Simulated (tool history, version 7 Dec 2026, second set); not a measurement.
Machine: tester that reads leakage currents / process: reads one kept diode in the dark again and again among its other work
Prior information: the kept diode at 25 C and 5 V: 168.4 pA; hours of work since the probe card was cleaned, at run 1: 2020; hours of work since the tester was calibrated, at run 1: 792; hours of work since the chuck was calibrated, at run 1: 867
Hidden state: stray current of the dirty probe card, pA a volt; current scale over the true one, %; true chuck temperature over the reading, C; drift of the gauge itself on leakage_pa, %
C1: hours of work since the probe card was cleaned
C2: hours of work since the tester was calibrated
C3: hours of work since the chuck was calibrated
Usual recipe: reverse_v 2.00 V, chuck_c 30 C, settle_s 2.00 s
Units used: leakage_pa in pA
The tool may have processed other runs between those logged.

run 1 hour=0.0 | reverse_v=2.00 chuck_c=30 settle_s=2.00 | C1=2020 C2=792 C3=867 | leakage_pa=139.83
run 2 hour=87.6 | reverse_v=2.00 chuck_c=30 settle_s=2.00 | C1=2069 C2=841 C3=916 | leakage_pa=139.40
run 3 hour=137.4 | reverse_v=2.00 chuck_c=30 settle_s=2.00 | C1=2097 C2=869 C3=944 | leakage_pa=139.81
run 4 hour=224.2 | reverse_v=2.00 chuck_c=30 settle_s=2.00 | C1=2145 C2=917 C3=992 | leakage_pa=139.70
run 5 hour=283.1 | reverse_v=2.00 chuck_c=30 settle_s=2.00 | C1=2178 C2=950 C3=1025 | leakage_pa=138.94
run 6 hour=338.0 | reverse_v=2.00 chuck_c=30 settle_s=2.00 | C1=2209 C2=981 C3=1055 | leakage_pa=140.02
run 7 hour=431.3 | reverse_v=2.00 chuck_c=30 settle_s=4.11 | C1=2261 C2=1033 C3=1107 | leakage_pa=138.72
run 8 hour=515.6 | reverse_v=2.00 chuck_c=30 settle_s=4.11 | C1=2308 C2=1080 C3=1154 | leakage_pa=138.49
run 9 hour=573.7 | reverse_v=2.00 chuck_c=30 settle_s=4.11 | C1=2340 C2=1112 C3=1187 | leakage_pa=139.69
-- hour=584.1 probe card cleaned and baked
run 10 hour=659.9 | reverse_v=2.00 chuck_c=30 settle_s=4.11 | C1=42 C2=1159 C3=1233 | leakage_pa=135.44
run 11 hour=710.2 | reverse_v=2.00 chuck_c=46 settle_s=2.00 | C1=70 C2=1187 C3=1261 | leakage_pa=419.06
-- hour=717.3 chuck's temperature calibrated
run 12 hour=758.0 | reverse_v=4.00 chuck_c=30 settle_s=2.00 | C1=96 C2=1212 C3=23 | leakage_pa=199.86
run 13 hour=844.5 | reverse_v=4.00 chuck_c=30 settle_s=2.00 | C1=144 C2=1260 C3=71 | leakage_pa=200.14
run 14 hour=911.8 | reverse_v=9.79 chuck_c=30 settle_s=0.38 | C1=182 C2=1298 C3=108 | leakage_pa=349.67
run 15 hour=950.6 | reverse_v=17.52 chuck_c=33 settle_s=0.96 | C1=203 C2=1320 C3=130 | leakage_pa=610.58
run 16 hour=1005.5 | reverse_v=4.03 chuck_c=42 settle_s=0.61 | C1=234 C2=1350 C3=161 | leakage_pa=474.71
run 17 hour=1055.4 | reverse_v=4.03 chuck_c=42 settle_s=0.61 | C1=262 C2=1378 C3=188 | leakage_pa=475.83
run 18 hour=1110.4 | reverse_v=4.03 chuck_c=51 settle_s=0.65 | C1=292 C2=1409 C3=219 | leakage_pa=860.39
-- hour=1143.8 chuck's temperature calibrated, once more
run 19 hour=1158.6 | reverse_v=3.49 chuck_c=43 settle_s=6.53 | C1=318 C2=1435 C3=8 | leakage_pa=502.08
run 20 hour=1196.6 | reverse_v=3.49 chuck_c=43 settle_s=6.53 | C1=339 C2=1456 C3=29 | leakage_pa=503.43
run 21 hour=1277.6 | reverse_v=1.80 chuck_c=27 settle_s=9.15 | C1=384 C2=1501 C3=75 | leakage_pa=107.20
run 22 hour=1350.6 | reverse_v=2.00 chuck_c=48 settle_s=1.24 | C1=425 C2=1542 C3=115 | leakage_pa=502.83
run 23 hour=1409.0 | reverse_v=1.33 chuck_c=20 settle_s=8.29 | C1=458 C2=1574 C3=148 | leakage_pa=52.31
run 24 hour=1473.3 | reverse_v=12.69 chuck_c=30 settle_s=0.60 | C1=494 C2=1610 C3=184 | leakage_pa=440.46

Below are 3 alternative next runs, each starting from the tool's condition after run 24. Predict each:
run A hour=1532.1 | reverse_v=12.69 chuck_c=38 settle_s=0.38 | C1=526 C2=1643 C3=216 | leakage_pa=?
run B hour=1532.1 | reverse_v=2.00 chuck_c=32 settle_s=2.00 | C1=526 C2=1643 C3=216 | leakage_pa=?
run C hour=1532.1 | reverse_v=2.00 chuck_c=20 settle_s=2.06 | C1=526 C2=1643 C3=216 | leakage_pa=?

run=A leakage_pa=777.02
run=B leakage_pa=165.94
run=C leakage_pa=66.86
The same runs, with their run-to-run variation unchanged, on a tool lacking any hidden condition would have given:
run=A leakage_pa=771.80
run=B leakage_pa=165.12
run=C leakage_pa=66.11
